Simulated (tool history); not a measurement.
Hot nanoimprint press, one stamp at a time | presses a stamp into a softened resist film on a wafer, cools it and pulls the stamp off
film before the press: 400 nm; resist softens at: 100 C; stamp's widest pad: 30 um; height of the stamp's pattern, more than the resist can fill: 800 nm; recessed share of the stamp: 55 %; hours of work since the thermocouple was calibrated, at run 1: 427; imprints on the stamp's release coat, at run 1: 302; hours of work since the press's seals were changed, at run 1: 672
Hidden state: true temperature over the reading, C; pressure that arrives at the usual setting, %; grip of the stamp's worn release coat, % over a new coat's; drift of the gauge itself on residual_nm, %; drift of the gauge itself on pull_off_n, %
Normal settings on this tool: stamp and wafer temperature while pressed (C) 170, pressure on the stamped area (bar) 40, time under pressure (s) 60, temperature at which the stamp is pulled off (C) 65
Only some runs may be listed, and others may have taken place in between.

| run | day | stamp and wafer temperature while pressed (C) | pressure on the stamped area (bar) | time under pressure (s) | temperature at which the stamp is pulled off (C) | hours of work since the thermocouple was calibrated | imprints on the stamp's release coat | hours of work since the press's seals were changed | resist left under the stamp's widest pad (Å) | greatest force while the stamp is pulled off (N) |
|---|---|---|---|---|---|---|---|---|---|---|
| 1 | 0 | 170 | 40 | 60 | 65 | 427 | 302 | 672 | 1592 | 216 |
| 2 | 1.096 | 170 | 40 | 60 | 65 | 444 | 405 | 688 | 1594 | 221 |
| 3 | 2.412 | 170 | 40 | 60 | 63 | 465 | 528 | 709 | 1589 | 232 |
| 4 | 3.012 | 170 | 40 | 60 | 63 | 474 | 584 | 718 | 1597 | 245 |
| 5 | 4.333 | 170 | 40 | 60 | 65 | 494 | 709 | 738 | 1598 | 239 |
| 6 | 5.054 | 170 | 40 | 60 | 65 | 505 | 776 | 749 | 1605 | 251 |
| 7 | 6.488 | 170 | 40 | 60 | 65 | 527 | 910 | 772 | 1602 | 273 |
|  | 7.167 | plate thermocouple calibrated |
| 8 | 7.367 | 170 | 40 | 60 | 65 | 3 | 981 | 783 | 1517 | 259 |
| 9 | 8.421 | 170 | 40 | 60 | 65 | 19 | 1080 | 799 | 1522 | 282 |
| 10 | 9.171 | 170 | 40 | 60 | 65 | 31 | 1151 | 811 | 1540 | 289 |
| 11 | 10.067 | 170 | 40 | 60 | 65 | 45 | 1235 | 825 | 1536 | 300 |
|  | 10.75 | press's hydraulic seals changed and the load cell set to zero |
| 12 | 11.238 | 170 | 40 | 60 | 65 | 58 | 1313 | 8 | 1507 | 297 |
| 13 | 12.296 | 170 | 41 | 60 | 65 | 74 | 1413 | 24 | 1501 | 304 |
|  | 12.812 | stamp cleaned and given a new release coat |
| 14 | 13.262 | 170 | 40 | 60 | 65 | 85 | 43 | 35 | 1523 | 186 |
| 15 | 14.133 | 170 | 40 | 60 | 65 | 98 | 124 | 48 | 1516 | 200 |
| 16 | 15.033 | 170 | 47 | 60 | 65 | 112 | 209 | 62 | 1377 | 196 |
| 17 | 16.062 | 178 | 30.6 | 60 | 51 | 128 | 305 | 78 | 1420 | 232 |
| 18 | 17.033 | 170 | 44.2 | 67 | 65 | 143 | 396 | 93 | 1391 | 212 |
| 19 | 18.062 | 161 | 36.7 | 67 | 65 | 159 | 493 | 109 | 2035 | 226 |
| 20 | 19.079 | 161 | 36.7 | 67 | 65 | 175 | 588 | 125 | 2039 | 229 |
| 21 | 20.033 | 181 | 40 | 88 | 69 | 189 | 678 | 139 | 988 | 232 |
| 22 | 20.65 | 163 | 40 | 81 | 69 | 199 | 736 | 149 | 1710 | 229 |
| 23 | 21.825 | 168 | 40 | 60 | 65 | 217 | 846 | 167 | 1637 | 246 |
| 24 | 23.038 | 170 | 40 | 41 | 65 | 236 | 960 | 186 | 1765 | 267 |
| 25 | 24.071 | 170 | 34.2 | 88 | 65 | 252 | 1057 | 202 | 1493 | 269 |
| 26 | 24.712 | 174 | 40 | 74 | 55 | 261 | 1117 | 211 | 1278 | 300 |
| 27 | 25.429 | 176 | 40 | 110 | 55 | 272 | 1184 | 222 | 1033 | 312 |
| 28 | 26.692 | 176 | 40 | 110 | 55 | 292 | 1303 | 242 | 1049 | 315 |
| 29 | 27.575 | 176 | 40 | 110 | 55 | 306 | 1385 | 255 | 1062 | 330 |
|  | 28.392 | stamp cleaned and given a new release coat |
| 30 | 28.883 | 176 | 40 | 110 | 55 | 322 | 46 | 272 | 1065 | 205 |
| 31 | 29.546 | 173 | 40 | 50 | 65 | 332 | 108 | 282 | 1530 | 198 |

3 ways to go on from here, each from the tool as it stands after run 31. What would each give?
| A | 30.733 | 170 | 28.1 | 60 | 69 | 350 | 219 | 300 | ? | ? |
| B | 30.733 | 173 | 40 | 46 | 66 | 350 | 219 | 300 | ? | ? |
| C | 30.733 | 161 | 32.5 | 50 | 65 | 350 | 219 | 300 | ? | ? |

| run | resist left under the stamp's widest pad (Å) | greatest force while the stamp is pulled off (N) |
|---|---|---|
| A | 1897 | 190 |
| B | 1567 | 200 |
| C | 2381 | 204 |
With the hidden condition removed and each run's random variation left untouched, the same runs would have given:
| run | resist left under the stamp's widest pad (Å) | greatest force while the stamp is pulled off (N) |
|---|---|---|
| A | 1840 | 172 |
| B | 1520 | 181 |
| C | 2309 | 185 |
